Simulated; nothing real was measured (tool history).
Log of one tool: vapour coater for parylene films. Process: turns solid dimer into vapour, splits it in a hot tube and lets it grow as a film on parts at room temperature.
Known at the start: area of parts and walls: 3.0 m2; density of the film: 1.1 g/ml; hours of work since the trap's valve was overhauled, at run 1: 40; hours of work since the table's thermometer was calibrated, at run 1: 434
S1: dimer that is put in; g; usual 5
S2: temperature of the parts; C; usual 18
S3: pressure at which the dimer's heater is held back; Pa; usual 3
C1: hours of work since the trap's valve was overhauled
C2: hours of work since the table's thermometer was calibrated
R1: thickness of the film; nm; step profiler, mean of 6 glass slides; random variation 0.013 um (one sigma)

run	hour	S1	S2	S3	C1	C2	R1
1	0	5	18	3	40	434	840
2	16.6	5	18	3	48	442	850
3	43.1	5	18	3	61	454	840
4	60.5	5	18	3	69	463	830
5	81.7	5	18	3	79	473	820
6	98.2	5	18	3	87	481	820
7	121.9	5	18	3	99	493	830
8	150	5	18	3	113	506	810
9	165.9	5	18	3	120	514	820
10	178.2	5	18	4.78	126	520	730
11	196.8	5	18	3	135	529	840
12	210.8	5	18	2.53	142	536	850
13	233.9	5	18	3.05	153	547	810
14	258.3	5	18	3.05	165	559	810
15	273.7	5	18	3.05	173	567	820
16	293.5	5	18	3.05	182	576	800
17	307.1	8	18	3.05	189	583	1290
18	327.1	8	19	3.05	199	593	1250
19	344	5	18	3	207	601	800
20	365.3	5	18	2.14	217	611	860
21	380.6	5	18	2.14	225	619	840
22	400.8	5	24	3	235	628	640
23	421.2	5	24	3	245	638	650
24	436.2	5	24	3	252	646	650
25	463.4	5	24	3	265	659	610
26	477.5	5	24	3	272	666	630
27	491.6	5	24	3	279	673	600
28	518	5	24	3	292	685	620
29	531.8	5	24	3	298	692	620
30	558.5	5	11	2.84	311	705	1010
31	581.1	7	14	3.4	322	716	1230
# hour 611.2: trap's valve overhauled
32	613	2	30	3	1	730	260
33	626.4	4	14	6.75	7	736	650
34	642.9	4	14	6.75	15	744	660
35	666.6	7	16	6.49	27	756	1080
36	691.7	7	11	2.28	39	768	1620
37	709.9	7	11	6.58	48	777	1280
38	736.3	8	27	5.63	61	790	850
39	762.3	7	23	2.74	73	802	1010
40	783.8	7	13	2.74	84	813	1430
41	811.4	5	13	3.15	97	826	990
42	835.2	5	13	3.15	109	838	1000
43	852.2	4	21	3	117	846	610
44	872.8	4	21	3	127	856	600
45	888.2	5	17	3	135	864	860
46	904.8	8	16	2.39	143	872	1490
47	917.6	8	16	2.39	149	878	1510

Measured less the same run without the tool's hidden state. The same run-to-run variation is in both; the gauge's scatter may not be:
The hidden state here: vapour lost through the trap's worn valve, %; true temperature of the parts over the reading, C; drift of the gauge itself on film_um, %.
run	R1
1	-10
2	-10
3	-10
4	-10
5	-20
6	-20
7	-20
8	-30
9	-30
10	-30
11	-30
12	-40
13	-40
14	-40
15	-40
16	-40
17	-80
18	-80
19	-60
20	-60
21	-60
22	-50
23	-50
24	-50
25	-50
26	-60
27	-60
28	-60
29	-60
30	-100
31	-120
32	+0
33	+0
34	+0
35	+0
36	-10
37	-10
38	-10
39	-10
40	-20
41	-30
42	-30
43	-20
44	-20
45	-30
46	-60
47	-60
